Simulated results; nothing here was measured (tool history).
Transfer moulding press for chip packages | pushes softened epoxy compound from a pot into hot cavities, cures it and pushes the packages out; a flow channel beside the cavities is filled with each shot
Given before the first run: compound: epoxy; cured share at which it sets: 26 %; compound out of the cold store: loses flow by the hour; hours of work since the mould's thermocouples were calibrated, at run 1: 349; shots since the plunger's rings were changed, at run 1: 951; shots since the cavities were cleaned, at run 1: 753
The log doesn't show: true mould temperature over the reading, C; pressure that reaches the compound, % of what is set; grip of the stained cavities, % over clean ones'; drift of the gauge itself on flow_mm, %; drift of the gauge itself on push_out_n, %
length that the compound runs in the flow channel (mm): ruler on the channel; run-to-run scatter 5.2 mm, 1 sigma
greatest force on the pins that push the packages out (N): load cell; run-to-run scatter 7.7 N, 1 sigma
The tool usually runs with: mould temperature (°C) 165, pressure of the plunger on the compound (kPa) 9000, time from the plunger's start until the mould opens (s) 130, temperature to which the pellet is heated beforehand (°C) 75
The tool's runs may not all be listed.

run     day  mould temperature (°C)  pressure of the plunger on the compound (kPa)  time from the plunger's start until the mould opens (s)  temperature to which the pellet is heated beforehand (°C)  hours of work since the mould's thermocouples were calibrated  shots since the plunger's rings were changed  shots since the cavities were cleaned  incoming compound's hours out of the cold store  length that the compound runs in the flow channel (mm)  greatest force on the pins that push the packages out (N)
  1   0.000                     165                                           9000                                                      130                                                         75                                                            349                                           951                                    753                                             31.8                                                     514                                                        531
      0.275  -- cavities cleaned with cleaning compound and waxed
  2   1.704                     165                                           9000                                                      130                                                         75                                                            372                                          1292                                    296                                             18.5                                                     544                                                        431
  3   3.754                     165                                           9000                                                      126                                                         75                                                            401                                          1719                                    723                                             16.6                                                     544                                                        557
      4.171  -- cavities cleaned with cleaning compound and waxed
  4   5.854                     165                                           9000                                                      126                                                         75                                                            430                                          2143                                    351                                             10.3                                                     557                                                        474
  5   6.929                     165                                           9000                                                      130                                                         75                                                            446                                          2366                                    574                                             30.4                                                     491                                                        500
  6   7.971                     165                                           9000                                                      130                                                         75                                                            460                                          2582                                    790                                             24.3                                                     513                                                        518
      8.200  -- cavities cleaned with cleaning compound and waxed
  7   9.812                     165                                           9000                                                      130                                                         75                                                            486                                          2953                                    336                                             15.2                                                     529                                                        443
  8  10.962                     165                                           9000                                                      130                                                         75                                                            502                                          3192                                    575                                             12.8                                                     549                                                        508
     12.112  -- cavities cleaned with cleaning compound and waxed
  9  12.192                     165                                           9000                                                      130                                                         75                                                            518                                          3434                                     16                                              8.7                                                     539                                                        337
     13.175  -- mould's thermocouples calibrated
 10  14.167                     165                                           9000                                                      130                                                         75                                                             14                                          3827                                    409                                             26.1                                                     497                                                        464
     16.104  -- cavities cleaned with cleaning compound and waxed
 11  16.104                     165                                           9000                                                      130                                                         75                                                             41                                          4217                                      0                                             42.9                                                     464                                                        327
 12  17.312                     165                                           9000                                                      130                                                         75                                                             58                                          4469                                    252                                              9.7                                                     543                                                        434
     19.092  -- plunger's sealing rings changed
 13  19.454                     165                                           9000                                                      113                                                         75                                                             87                                            75                                    675                                             32.8                                                     524                                                        570
     20.121  -- cavities cleaned with cleaning compound and waxed
 14  20.633                     171                                           9000                                                      115                                                         68                                                            103                                           307                                    106                                             44.8                                                     487                                                        375
 15  21.592                     165                                           8030                                                      141                                                         84                                                            116                                           507                                    306                                             42.4                                                     471                                                        411
 16  23.904                     166                                           9470                                                      120                                                         82                                                            149                                           987                                    786                                             37.3                                                     519                                                        576
     24.154  -- cavities cleaned with cleaning compound and waxed
 17  25.996                     166                                           9470                                                      120                                                         75                                                            178                                          1409                                    383                                             22.6                                                     551                                                        501
 18  27.208                     166                                           9470                                                      120                                                         75                                                            195                                          1660                                    634                                             43.6                                                     494                                                        516
     28.096  -- cavities cleaned with cleaning compound and waxed
 19  28.917                     168                                           9000                                                      113                                                         68                                                            219                                          2003                                    171                                             18.0                                                     540                                                        429
 20  30.829                     168                                           9000                                                      113                                                         72                                                            246                                          2401                                    569                                             27.6                                                     511                                                        505
     32.162  -- cavities cleaned with cleaning compound and waxed
 21  32.946                     165                                          10490                                                      128                                                         71                                                            275                                          2828                                    163                                             28.2                                                     556                                                        413
 22  35.083                     169                                          10490                                                      128                                                         76                                                            305                                          3272                                    607                                             11.6                                                     585                                                        472
     36.104  -- cavities cleaned with cleaning compound and waxed
 23  36.842                     169                                          10490                                                      128                                                         67                                                            329                                          3625                                    154                                             18.5                                                     558                                                        347
 24  38.562                     169                                          10490                                                      128                                                         67                                                            354                                          3983                                    512                                             34.5                                                     522                                                        453

Branching from run 24: 4 alternative next runs. What would each branch give?
     40.025  -- cavities cleaned with cleaning compound and waxed
  A  40.446                     165                                           9000                                                      165                                                         75                                                            380                                          4361                                     88                                             21.0                                                       ?                                                          ?
     40.025  -- cavities cleaned with cleaning compound and waxed
  B  40.446                     169                                           7790                                                      158                                                         67                                                            380                                          4361                                     88                                             45.0                                                       ?                                                          ?
     40.025  -- cavities cleaned with cleaning compound and waxed
  C  40.446                     169                                           6830                                                      120                                                         67                                                            380                                          4361                                     88                                             24.0                                                       ?                                                          ?
     40.025  -- cavities cleaned with cleaning compound and waxed
  D  40.446                     158                                          10490                                                      119                                                         67                                                            380                                          4361                                     88                                             29.8                                                       ?                                                          ?

run  length that the compound runs in the flow channel (mm)  greatest force on the pins that push the packages out (N)
  A                                                     514                                                        321
  B                                                     414                                                        319
  C                                                     442                                                        365
  D                                                     542                                                        645
Take away the tool's hidden state, keep each run's random variation, and the runs would have read:
run  length that the compound runs in the flow channel (mm)  greatest force on the pins that push the packages out (N)
  A                                                     560                                                        282
  B                                                     451                                                        279
  C                                                     482                                                        326
  D                                                     590                                                        600
